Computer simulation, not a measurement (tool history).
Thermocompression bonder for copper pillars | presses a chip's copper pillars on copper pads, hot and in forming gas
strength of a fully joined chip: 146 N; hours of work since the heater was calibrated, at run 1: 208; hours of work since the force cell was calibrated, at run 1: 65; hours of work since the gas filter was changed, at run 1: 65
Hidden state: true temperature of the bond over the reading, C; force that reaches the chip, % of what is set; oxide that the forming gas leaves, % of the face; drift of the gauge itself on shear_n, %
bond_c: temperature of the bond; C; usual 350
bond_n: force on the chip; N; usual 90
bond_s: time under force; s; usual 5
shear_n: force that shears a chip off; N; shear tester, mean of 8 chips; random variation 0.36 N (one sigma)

run	day	bond_c	bond_n	bond_s	hours of work since the heater was calibrated	hours of work since the force cell was calibrated	hours of work since the gas filter was changed	shear_n
1	0	350	90	5	208	65	65	55.3
2	0.296	350	90	5	214	70	70	55.1
3	0.667	350	90	5	220	77	77	55.7
4	1.021	350	90	5	227	83	83	55.1
5	1.421	350	90	5	234	90	90	55.4
6	2.025	350	90	5	244	101	101	54.7
7	2.412	350	90	5	251	108	108	54.6
8	2.946	350	90	5	261	118	118	54.4
9	3.342	350	90	5	268	125	125	54.6
10	3.658	350	90	5	273	130	130	53.9
11	4.258	350	90	5	284	141	141	54.1
12	4.55	350	90	5	289	146	146	53.5
13	5.171	350	90	5	300	157	157	53.6
# day 5.471: forming gas filter changed
14	5.683	350	90	5	309	166	4	57.7
15	6.096	350	100	5	316	173	11	60.5
16	6.7	350	100	5	327	184	22	60.9
17	7.217	350	100	5	336	193	31	60.3
18	7.812	350	100	5	347	204	42	60
19	8.146	323	90	5	353	210	48	45.4
20	8.5	350	90	5	359	216	54	57.7
21	9.083	368	123	5	370	226	64	74.1
22	9.662	368	123	5	380	237	75	74
23	10.029	353	122	7	386	243	81	74.9
24	10.688	353	122	7	398	255	93	74.2
# day 10.8: heater calibrated with a thermocouple chip
25	11.321	373	104	12	9	265	103	93.2
26	11.871	373	104	12	19	275	112	92.1
# day 12.404: heater calibrated with a thermocouple chip, once more
27	12.492	350	84	8	2	284	122	61.7
28	13.067	350	84	8	12	294	132	62.2
29	13.721	350	78	3	23	306	144	40.5
30	14.1	371	78	8	30	313	151	68.5
31	14.592	379	81	8	39	321	159	73.6
# day 14.775: forming gas filter changed
32	14.888	322	97	3	44	326	2	37.2
33	15.4	339	130	6	53	336	11	65.7
34	15.758	363	67	3	59	342	18	43.8
35	16.408	329	84	3	71	353	29	37
36	17.062	375	113	5	82	365	41	73.9
37	17.483	375	113	5	90	373	48	74.6
38	17.817	325	60	4	96	379	54	32.2
39	18.088	345	90	6	101	383	59	57.1
40	18.708	375	108	5	112	394	70	72.1

How the hidden state differs across the entries between the runs, from the last listed run before each to the first after it:
Between runs 13 and 14: forming gas filter changed (day 5.471)
  true temperature of the bond over the reading, C: 3.3 -> 3.4; oxide that the forming gas leaves, % of the face: 7.36 -> 0.69
  measured less the result without the state, shear_n: -2 -> +1.9 N
Between runs 24 and 25: heater calibrated with a thermocouple chip (day 10.8)
  true temperature of the bond over the reading, C: 4.2 -> 5.6; force that reaches the chip, % of what is set: 102.1 -> 102.2; oxide that the forming gas leaves, % of the face: 4.48 -> 4.88
  measured less the result without the state, shear_n: -0.2 -> -0.6 N
Between runs 26 and 27: heater calibrated with a thermocouple chip, once more (day 12.404)
  true temperature of the bond over the reading, C: 5.7 -> 0; force that reaches the chip, % of what is set: 102.2 -> 102.3; oxide that the forming gas leaves, % of the face: 5.28 -> 5.69
  measured less the result without the state, shear_n: -1 -> -2.7 N
Between runs 31 and 32: forming gas filter changed (day 14.775)
  oxide that the forming gas leaves, % of the face: 7.3 -> 0.62
  measured less the result without the state, shear_n: -4.4 -> +0.6 N
